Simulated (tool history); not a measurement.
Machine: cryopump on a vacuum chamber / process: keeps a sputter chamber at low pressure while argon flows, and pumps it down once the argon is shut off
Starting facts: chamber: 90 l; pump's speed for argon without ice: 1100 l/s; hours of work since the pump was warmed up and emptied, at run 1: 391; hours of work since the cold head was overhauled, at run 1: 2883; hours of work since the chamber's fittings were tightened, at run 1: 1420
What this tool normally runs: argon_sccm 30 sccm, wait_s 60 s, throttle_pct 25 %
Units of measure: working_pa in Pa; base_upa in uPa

| run | hour | argon_sccm | wait_s | throttle_pct | hours of work since the pump was warmed up and emptied | hours of work since the cold head was overhauled | hours of work since the chamber's fittings were tightened | working_pa | base_upa |
|---|---|---|---|---|---|---|---|---|---|
| 1 | 0 | 30 | 60 | 25 | 391 | 2883 | 1420 | 0.189 | 3.21 |
| 2 | 112.2 | 30 | 60 | 25 | 487 | 2978 | 1516 | 0.1909 | 3.39 |
| 3 | 221.2 | 30 | 60 | 25 | 580 | 3071 | 1608 | 0.1914 | 3.48 |
| 4 | 341.4 | 30 | 60 | 25 | 682 | 3173 | 1711 | 0.1941 | 3.62 |
| 5 | 452.4 | 30 | 60 | 25 | 776 | 3267 | 1805 | 0.1937 | 3.8 |
|  | 471 | leaking fittings of the chamber tightened, without venting |
| 6 | 552.9 | 30 | 60 | 25 | 860 | 3351 | 70 | 0.1955 | 2.37 |
| 7 | 643.6 | 30 | 60 | 25 | 937 | 3428 | 147 | 0.1987 | 2.48 |
| 8 | 769.8 | 48 | 60 | 25 | 1045 | 3536 | 254 | 0.316 | 2.56 |
| 9 | 879.9 | 30 | 60 | 25 | 1138 | 3629 | 348 | 0.2014 | 2.68 |
|  | 936.5 | pump warmed up, emptied and cooled again |
| 10 | 966.8 | 30 | 60 | 25 | 26 | 3699 | 417 | 0.1877 | 2.57 |
| 11 | 1064.9 | 30 | 60 | 25 | 109 | 3783 | 501 | 0.188 | 2.55 |
| 12 | 1152.4 | 26 | 60 | 25 | 184 | 3857 | 575 | 0.1652 | 2.67 |
| 13 | 1257.2 | 26 | 95 | 25 | 273 | 3946 | 665 | 0.1661 | 2.04 |
| 14 | 1384.1 | 18 | 95 | 56 | 381 | 4054 | 772 | 0.0536 | 2.13 |
| 15 | 1492.4 | 56 | 52 | 32 | 473 | 4146 | 865 | 0.2844 | 3.29 |
| 16 | 1614.6 | 54 | 277 | 55 | 577 | 4250 | 969 | 0.169 | 1.5 |

Predict the results of run 17:
| 17 | 1716.6 | 30 | 203 | 16 | 664 | 4337 | 1055 | ? | ? |

Logged for run 17: working_pa 0.2982 Pa, base_upa 1.78 uPa.
With the hidden condition absent and the run-to-run variation left alone, this run would have shown working_pa 0.2875 Pa, base_upa 0.9 uPa.

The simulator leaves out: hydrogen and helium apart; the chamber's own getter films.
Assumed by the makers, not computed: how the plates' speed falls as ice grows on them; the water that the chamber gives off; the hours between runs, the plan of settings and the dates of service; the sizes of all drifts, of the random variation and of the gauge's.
